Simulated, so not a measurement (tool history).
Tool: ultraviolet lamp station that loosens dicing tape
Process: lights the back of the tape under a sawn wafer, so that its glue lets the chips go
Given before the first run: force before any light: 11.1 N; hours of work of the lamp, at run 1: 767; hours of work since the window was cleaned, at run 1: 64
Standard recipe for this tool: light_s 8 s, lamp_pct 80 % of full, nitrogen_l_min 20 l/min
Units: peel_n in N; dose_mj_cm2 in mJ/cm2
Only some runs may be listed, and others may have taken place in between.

| run | hour | light_s | lamp_pct | nitrogen_l_min | hours of work of the lamp | hours of work since the window was cleaned | peel_n | dose_mj_cm2 |
|---|---|---|---|---|---|---|---|---|
| 1 | 0.0 | 8 | 80 | 20 | 767 | 64 | 1.478 | 470 |
| 2 | 60.7 | 8 | 80 | 13 | 806 | 103 | 1.973 | 463 |
| 3 | 106.5 | 8 | 80 | 13 | 835 | 133 | 2.037 | 463 |
| 4 | 153.6 | 8 | 80 | 13 | 866 | 163 | 2.102 | 450 |
| 5 | 243.7 | 8 | 80 | 20 | 924 | 221 | 1.742 | 439 |
| 6 | 290.0 | 8 | 80 | 20 | 954 | 251 | 1.715 | 427 |
| 7 | 348.2 | 8 | 80 | 20 | 991 | 289 | 1.839 | 423 |
| 8 | 438.7 | 8 | 80 | 20 | 1050 | 347 | 1.913 | 411 |
| 9 | 486.6 | 8 | 80 | 20 | 1081 | 378 | 1.923 | 403 |
| 10 | 533.9 | 7 | 80 | 20 | 1111 | 408 | 2.448 | 348 |
| 11 | 574.4 | 7 | 80 | 20 | 1137 | 435 | 2.601 | 343 |
|  | 582.4 | window cleaned of glue's vapour |
| 12 | 635.8 | 8 | 80 | 20 | 1177 | 34 | 2.405 | 358 |
| 13 | 676.5 | 8 | 80 | 30 | 1203 | 61 | 2.022 | 353 |
| 14 | 721.7 | 8 | 93 | 9 | 1232 | 90 | 2.946 | 403 |
| 15 | 794.5 | 15 | 93 | 7 | 1279 | 137 | 1.280 | 732 |
| 16 | 850.6 | 7 | 93 | 36 | 1315 | 173 | 1.966 | 332 |
| 17 | 918.3 | 11 | 80 | 20 | 1359 | 217 | 1.668 | 444 |
|  | 926.5 | window cleaned of glue's vapour, once more |
|  | 964.4 | lamp changed |
| 18 | 978.5 | 11 | 89 | 21 | 9 | 33 | 0.407 | 824 |
| 19 | 1029.3 | 8 | 84 | 20 | 42 | 66 | 1.086 | 554 |
| 20 | 1067.7 | 8 | 84 | 20 | 67 | 90 | 1.100 | 553 |
| 21 | 1132.0 | 8 | 84 | 20 | 108 | 132 | 1.116 | 534 |
| 22 | 1225.1 | 11 | 62 | 30 | 168 | 192 | 0.891 | 534 |
| 23 | 1293.1 | 11 | 83 | 30 | 212 | 236 | 0.493 | 702 |
| 24 | 1347.1 | 9 | 78 | 14 | 247 | 271 | 1.506 | 531 |

Consider 5 possible next runs. They are alternatives, not a sequence: every one starts from the tool as it was left by run 24. What does each give?
| A | 1429.1 | 13 | 61 | 10 | 300 | 324 | ? | ? |
| B | 1429.1 | 13 | 70 | 20 | 300 | 324 | ? | ? |
| C | 1429.1 | 5 | 70 | 14 | 300 | 324 | ? | ? |
| D | 1429.1 | 6 | 68 | 10 | 300 | 324 | ? | ? |
| E | 1429.1 | 9 | 68 | 21 | 300 | 324 | ? | ? |

| run | peel_n | dose_mj_cm2 |
|---|---|---|
| A | 1.526 | 578 |
| B | 0.676 | 671 |
| C | 4.080 | 255 |
| D | 3.973 | 306 |
| E | 1.574 | 448 |
Stripped of hidden state, with their random variation kept, the same runs would have yielded:
| run | peel_n | dose_mj_cm2 |
|---|---|---|
| A | 1.087 | 686 |
| B | 0.452 | 796 |
| C | 3.399 | 303 |
| D | 3.290 | 363 |
| E | 1.129 | 533 |
